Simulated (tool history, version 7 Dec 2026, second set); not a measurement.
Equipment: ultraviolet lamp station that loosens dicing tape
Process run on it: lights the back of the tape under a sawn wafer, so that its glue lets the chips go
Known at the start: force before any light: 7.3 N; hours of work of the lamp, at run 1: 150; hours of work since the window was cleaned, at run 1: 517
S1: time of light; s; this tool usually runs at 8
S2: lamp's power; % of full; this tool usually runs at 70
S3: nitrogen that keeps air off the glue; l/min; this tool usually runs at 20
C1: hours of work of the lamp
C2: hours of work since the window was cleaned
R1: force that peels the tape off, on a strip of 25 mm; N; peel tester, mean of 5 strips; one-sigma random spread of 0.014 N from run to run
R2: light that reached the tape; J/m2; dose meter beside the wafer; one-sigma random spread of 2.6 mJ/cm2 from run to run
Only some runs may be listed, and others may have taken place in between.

run	hour	S1	S2	S3	C1	C2	R1	R2
1	0	8	70	20	150	517	0.812	2810
2	5.9	8	70	20	153	520	0.859	2790
3	9.7	8	70	20	155	522	0.835	2840
4	16.5	8	70	20	158	526	0.823	2820
5	23.5	5	70	20	162	529	1.781	1770
6	30.1	9	70	20	165	533	0.693	3130
7	37.8	8	70	20	169	537	0.822	2790
8	45	8	70	20	173	540	0.874	2740
9	53.1	8	70	20	177	544	0.831	2740
10	58.5	8	70	20	179	547	0.848	2770
11	67.5	8	70	20	184	552	0.831	2810
12	72.7	8	70	20	187	554	0.844	2780
13	79.8	11	70	20	190	558	0.475	3800
# hour 81: window cleaned of glue's vapour
14	86	11	70	20	193	3	0.532	3600
15	92.7	10	76	9	197	6	0.968	3530
# hour 98.6: window cleaned of glue's vapour, once more
16	98.7	8	70	23	199	0	0.706	2950
17	105.1	8	70	23	203	3	0.715	3000
18	113.7	8	70	22	207	8	0.736	2920
19	119.1	7	76	11	210	10	1.247	2820
20	127.7	9	70	9	214	15	1.047	3330
21	137.1	9	70	9	219	20	1.082	3270
22	145.3	7	65	20	223	24	1.128	2370
23	150	9	81	20	225	26	0.498	3820
24	156.8	9	81	20	229	30	0.47	3770
25	163.1	4	71	20	232	33	2.155	1510
26	171.8	5	70	20	237	37	1.651	1830
27	179.6	6	70	12	240	41	1.703	2190
28	188.1	9	96	20	245	46	0.384	4450

3 options for the next run, each taken on its own from the tool as it stands now. Forecast them:
A	192	7	70	9	247	48	?	?
B	192	13	98	35	247	48	?	?
C	192	5	76	20	247	48	?	?

run	R1	R2
A	1.616	2540
B	0.251	6590
C	1.497	1980
Without the tool's hidden state the same runs would have given:
run	R1	R2
A	1.375	2840
B	0.247	7360
C	1.267	2210

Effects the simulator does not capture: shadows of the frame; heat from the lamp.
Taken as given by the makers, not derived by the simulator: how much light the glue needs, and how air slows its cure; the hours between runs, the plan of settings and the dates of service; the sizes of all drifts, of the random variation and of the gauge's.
